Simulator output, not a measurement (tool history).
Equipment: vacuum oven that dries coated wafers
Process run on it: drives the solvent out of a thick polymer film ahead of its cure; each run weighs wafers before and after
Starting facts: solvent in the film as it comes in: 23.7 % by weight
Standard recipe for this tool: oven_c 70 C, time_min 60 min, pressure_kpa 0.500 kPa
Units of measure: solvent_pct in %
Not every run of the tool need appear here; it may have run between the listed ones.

run,day,oven_c,time_min,pressure_kpa,solvent_pct
1,0.000,70,60,0.500,2.57
2,0.792,70,60,0.500,2.54
3,1.746,70,60,0.500,2.53
4,2.883,70,60,0.500,2.53
5,4.350,70,60,0.500,2.53
6,5.979,70,60,0.500,2.60
7,7.388,70,69,0.500,2.01
8,8.112,70,69,0.500,2.07
9,9.554,70,60,0.500,2.52
10,10.533,70,69,0.500,2.01
11,12.033,70,69,0.500,2.10
12,12.742,67,60,0.500,3.57
13,14.050,67,60,0.486,3.53
14,14.908,70,60,0.500,2.55
15,16.042,70,60,0.500,2.67
# day 16.225: oven's thermocouples calibrated
16,17.758,70,60,0.500,2.86
17,18.575,70,60,0.500,2.92
18,19.396,70,60,0.500,2.91
19,21.067,70,60,0.500,2.92
# day 21.750: oven's thermocouples calibrated, once more
20,22.775,70,60,0.500,2.07
21,24.325,57,38,0.554,9.99
22,25.750,70,60,0.774,2.45
23,26.629,70,60,0.774,2.43
24,27.421,70,60,0.774,2.51
25,28.529,70,60,0.774,2.46
26,30.158,79,44,0.875,1.61
27,30.858,59,55,0.725,7.14
28,32.217,65,107,0.500,1.49
29,33.267,68,49,1.086,4.42
30,34.133,68,49,1.086,4.42
31,35.779,72,60,0.500,1.70
32,36.508,72,83,1.345,2.12
33,37.875,72,83,1.345,2.08
34,38.708,65,34,0.930,7.75
35,39.592,79,84,1.257,1.27
36,40.879,68,34,0.297,5.70
37,41.762,74,60,1.129,2.09
38,42.462,74,60,1.129,2.05
39,43.954,74,60,1.129,2.07
40,44.796,74,60,1.129,2.09

A few steps of solvent_pct between consecutive runs. Split each: what settings, incoming material and random variation would produce without the hidden state, and what is left over for the hidden state, along with gauge scatter present in only one of the two compared results (measured, and without hidden state):
The hidden state here: true wafer temperature over the reading, C; true pressure over the reading, kPa; drift of the gauge itself on solvent_pct, %.
Run 15 -> 16: oven's thermocouples calibrated. solvent_pct +0.19 %: hidden state +0.26, all else -0.07.
Run 19 -> 20: oven's thermocouples calibrated, once more. solvent_pct -0.85 %: hidden state -0.77, all else -0.08.
Run 20 -> 21: oven_c 70 -> 57, time_min 60 -> 38, pressure_kpa 0.500 -> 0.554. solvent_pct +7.92 %: hidden state -0.11, all else +8.03.
Run 21 -> 22: oven_c 57 -> 70, time_min 38 -> 60, pressure_kpa 0.554 -> 0.774. solvent_pct -7.54 %: hidden state +0.12, all else -7.66.
Run 27 -> 28: oven_c 59 -> 65, time_min 55 -> 107, pressure_kpa 0.725 -> 0.500. solvent_pct -5.65 %: hidden state +0.18, all else -5.83.
Run 34 -> 35: oven_c 65 -> 79, time_min 34 -> 84, pressure_kpa 0.930 -> 1.257. solvent_pct -6.48 %: hidden state +0.17, all else -6.65.

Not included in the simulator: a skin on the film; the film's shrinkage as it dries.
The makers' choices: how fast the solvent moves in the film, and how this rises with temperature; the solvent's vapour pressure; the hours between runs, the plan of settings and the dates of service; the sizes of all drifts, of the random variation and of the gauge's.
